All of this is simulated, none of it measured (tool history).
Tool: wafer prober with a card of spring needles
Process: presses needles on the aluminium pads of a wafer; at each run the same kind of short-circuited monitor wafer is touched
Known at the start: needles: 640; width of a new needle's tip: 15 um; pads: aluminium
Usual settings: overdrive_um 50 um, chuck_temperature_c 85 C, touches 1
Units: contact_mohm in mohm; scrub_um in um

run	hour	overdrive_um	chuck_temperature_c	touches	contact_mohm	scrub_um
1	0	50	85	1	390	11.41
# hour 5.5: tips cleaned on abrasive film
2	11.2	50	85	1	365	11.41
3	18.8	50	85	1	430	11.37
# hour 19.5: tips cleaned on abrasive film
4	26.6	50	85	1	372	11.36
# hour 34.1: tips cleaned on abrasive film
5	37.3	50	90	1	320	11.36
# hour 48: tips cleaned on abrasive film
6	48	50	90	1	252	11.37
7	56.5	50	90	1	410	11.34
# hour 62.1: tips cleaned on abrasive film
8	67.8	50	90	1	370	11.34
9	72.9	63	85	1	351	14.36
# hour 75.9: tips cleaned on abrasive film
10	78.5	63	85	1	273	14.32
11	83.4	63	85	1	329	14.32
12	88.6	50	85	1	434	11.34
# hour 90.3: tips cleaned on abrasive film
13	100	50	85	1	413	11.27
# hour 104.1: tips cleaned on abrasive film
14	107.4	50	85	1	324	11.29
15	114.7	50	85	1	420	11.29
# hour 117.9: tips cleaned on abrasive film
16	120.5	62	85	1	273	14.02
17	128.8	62	85	2	299	14.03
# hour 132.3: tips cleaned on abrasive film
18	139.8	36	80	2	418	8
19	144.7	50	52	1	445	11.26
# hour 146.3: tips cleaned on abrasive film
20	152.7	69	52	3	246	15.61
# hour 160: tips cleaned on abrasive film
21	163.7	69	52	3	235	15.66
22	169.6	35	43	3	373	7.76
# hour 174.3: tips cleaned on abrasive film
23	180.4	35	56	1	534	7.73
# hour 188.2: tips cleaned on abrasive film
24	190.9	35	56	1	424	7.72
25	198.5	62	121	3	279	13.9
# hour 202.1: tips cleaned on abrasive film
# hour 204.7: height of the first contact set anew
26	207.7	62	121	3	262	14.3
# hour 216.4: tips cleaned on abrasive film
27	218.3	69	52	2	230	15.85
28	224.7	69	52	2	272	15.87
# hour 230.1: tips cleaned on abrasive film
29	230.1	69	52	2	217	15.8
30	238.2	36	112	1	542	8.23
# hour 243.9: tips cleaned on abrasive film
31	243.9	50	86	2	237	11.39
32	254.5	65	78	1	342	14.94
# hour 257.6: tips cleaned on abrasive film
33	265.5	50	28	3	273	11.49

3 ways to go on from here, each from the tool as it stands after run 33. What would each give?
A	270.2	41	124	1	?	?
B	270.2	50	28	3	?	?
C	270.2	56	85	1	?	?

run	contact_mohm	scrub_um
A	527	9.36
B	293	11.41
C	395	12.87
Without the tool's hidden state the same runs would have given:
run	contact_mohm	scrub_um
A	238	9.44
B	207	11.49
C	220	12.95
